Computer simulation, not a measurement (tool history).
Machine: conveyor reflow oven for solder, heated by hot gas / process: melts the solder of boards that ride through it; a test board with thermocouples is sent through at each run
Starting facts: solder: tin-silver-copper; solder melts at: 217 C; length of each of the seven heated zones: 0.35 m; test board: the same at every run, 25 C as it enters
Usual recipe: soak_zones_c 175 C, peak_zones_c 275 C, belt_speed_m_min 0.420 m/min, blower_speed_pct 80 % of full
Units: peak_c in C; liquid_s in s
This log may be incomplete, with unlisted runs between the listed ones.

run    hour  soak_zones_c  peak_zones_c  belt_speed_m_min  blower_speed_pct  peak_c  liquid_s
  1     0.0           175           275             0.420                80   262.7      85.6
  2    61.9           166           275             0.420                80   261.0      80.6
  3    90.7           186           275             0.420                80   263.2      91.4
  4   156.2           175           265             0.420                80   252.7      78.7
  5   196.8           175           275             0.420                80   262.1      85.1
  6   238.7           173           275             0.420                80   261.3      84.4
  7   306.7           173           275             0.420                80   261.3      84.4
  8   375.4           173           275             0.420                80   260.8      83.7
  9   437.3           175           275             0.420                82   261.1      85.1
      448.0  -- flux residue cleaned out of gas plates and filters
 10   477.9           175           275             0.420                82   262.5      87.8
 11   519.0           175           275             0.420                82   262.8      86.7
 12   553.5           170           275             0.420                80   261.8      83.7
 13   607.8           170           275             0.420                80   261.5      83.8
 14   663.6           170           275             0.420                80   261.1      83.6
 15   732.4           175           275             0.420                80   261.5      86.0
      787.0  -- thermocouples of zones 6 and 7 changed
 16   801.7           175           281             0.420                80   268.9      90.0
 17   869.4           185           279             0.420                80   267.4      94.9
      929.9  -- flux residue cleaned out of gas plates and filters
 18   932.5           175           267             0.420                56   251.8      76.6
 19   998.0           175           267             0.420                56   251.6      76.3
 20  1049.1           164           275             0.420                80   262.5      82.5
 21  1089.4           164           275             0.420                80   262.7      82.5
 22  1129.5           171           290             0.398                69   276.4      98.3
 23  1160.6           178           275             0.406                70   263.0      91.9
     1199.8  -- belt drive overhauled, speed set with a stopwatch
 24  1214.5           182           272             0.407                55   256.0      85.1
 25  1242.7           182           272             0.407                55   256.1      84.5
 26  1306.7           182           272             0.407                55   256.3      84.1
 27  1339.2           182           272             0.434                55   253.6      76.4
     1410.9  -- flux residue cleaned out of gas plates and filters
 28  1412.3           175           269             0.420                50   251.0      72.9
 29  1464.3           181           269             0.420                51   251.4      77.0
 30  1524.2           182           275             0.465                62   256.6      73.8
 31  1570.2           165           275             0.452                61   254.0      66.7

Selected run-to-run steps in peak_c, each split into two signed amounts: the part the tool would show with no hidden state at all (from settings, incoming material and random variation), and the remainder, which goes to the hidden state together with any gauge scatter not common to the measured and the hidden-state-free results:
What the log doesn't record here: heat that the gas passes to the board, % of a clean oven's; belt's true speed, % of the reading; true gas temperature in zones 6 and 7 over the reading, C; drift of the gauge itself on peak_c, C; drift of the gauge itself on liquid_s, %.
Run 9 -> 10: flux residue cleaned out of gas plates and filters. peak_c +1.4 C: hidden state +1.9, all else -0.5.
Run 15 -> 16: peak_zones_c 275 -> 281, thermocouples of zones 6 and 7 changed. peak_c +7.4 C: hidden state +1.5, all else +5.9.
Run 17 -> 18: soak_zones_c 185 -> 175, peak_zones_c 279 -> 267, blower_speed_pct 80 -> 56, flux residue cleaned out of gas plates and filters. peak_c -15.6 C: hidden state +1.6, all else -17.2.
Run 21 -> 22: soak_zones_c 164 -> 171, peak_zones_c 275 -> 290, belt_speed_m_min 0.420 -> 0.398, blower_speed_pct 80 -> 69. peak_c +13.7 C: hidden state -0.1, all else +13.8.
Run 22 -> 23: soak_zones_c 171 -> 178, peak_zones_c 290 -> 275, belt_speed_m_min 0.398 -> 0.406, blower_speed_pct 69 -> 70. peak_c -13.4 C: hidden state -0.1, all else -13.3.
